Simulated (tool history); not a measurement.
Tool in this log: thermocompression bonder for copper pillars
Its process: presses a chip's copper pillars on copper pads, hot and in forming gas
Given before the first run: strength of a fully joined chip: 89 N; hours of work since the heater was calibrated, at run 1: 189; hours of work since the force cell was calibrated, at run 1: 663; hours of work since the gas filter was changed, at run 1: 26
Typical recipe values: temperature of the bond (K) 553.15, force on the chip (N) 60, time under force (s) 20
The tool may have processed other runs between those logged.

run	hour	temperature of the bond (K)	force on the chip (N)	time under force (s)	hours of work since the heater was calibrated	hours of work since the force cell was calibrated	hours of work since the gas filter was changed	force that shears a chip off (N)
1	0	553.15	60	20	189	663	26	58.7
2	24.2	553.15	60	14	207	682	45	52.2
3	37.7	553.15	60	14	217	692	55	52.5
4	56	553.15	60	30	231	706	69	64.2
5	70.7	553.15	60	30	242	717	80	63.2
6	94.1	553.15	60	20	260	735	98	56.3
7	117.4	553.15	85	20	278	753	115	68
8	130.8	553.15	85	20	288	763	125	67.3
9	144.6	553.15	60	30	298	773	136	61.7
# hour 161.1: forming gas filter changed
10	166.2	553.15	60	30	314	789	4	66.2
11	186.9	553.15	60	30	330	805	20	66.4
12	206	553.15	60	30	345	819	34	65.6
13	231.1	553.15	60	12	364	838	53	50.5
14	246.9	553.15	60	12	376	850	65	50
15	259.8	553.15	48	20	386	860	75	49.9
16	281.5	553.15	46	25	402	877	91	51.9
# hour 285.1: force cell calibrated
17	294.3	531.15	67	10	411	7	100	37.2
18	319	561.15	42	10	429	26	119	39.2
19	331.4	565.15	50	13	439	35	128	51.2
20	346.6	565.15	50	13	450	47	140	51.1
# hour 358: forming gas filter changed
# hour 363.9: force cell calibrated, once more
21	376.5	565.15	50	13	471	10	13	53.9
22	394.7	553.15	72	12	485	23	27	58.1
23	407.5	553.15	72	12	495	33	36	57.6
24	423.3	574.15	58	38	507	45	48	77.5
25	450.7	564.15	56	51	528	66	69	75.5
26	468.7	564.15	48	51	541	79	83	70.1
27	486.3	535.15	60	20	555	93	96	45.9
28	510.2	543.15	60	24	573	111	114	53

Run 29 comes next. What will it give?
29	528.3	546.15	60	55	587	125	128	?

{"run 29": {"force that shears a chip off (N)": 67}}
Had the tool carried no hidden state, the very same run would have given force that shears a chip off (N) 69.1.
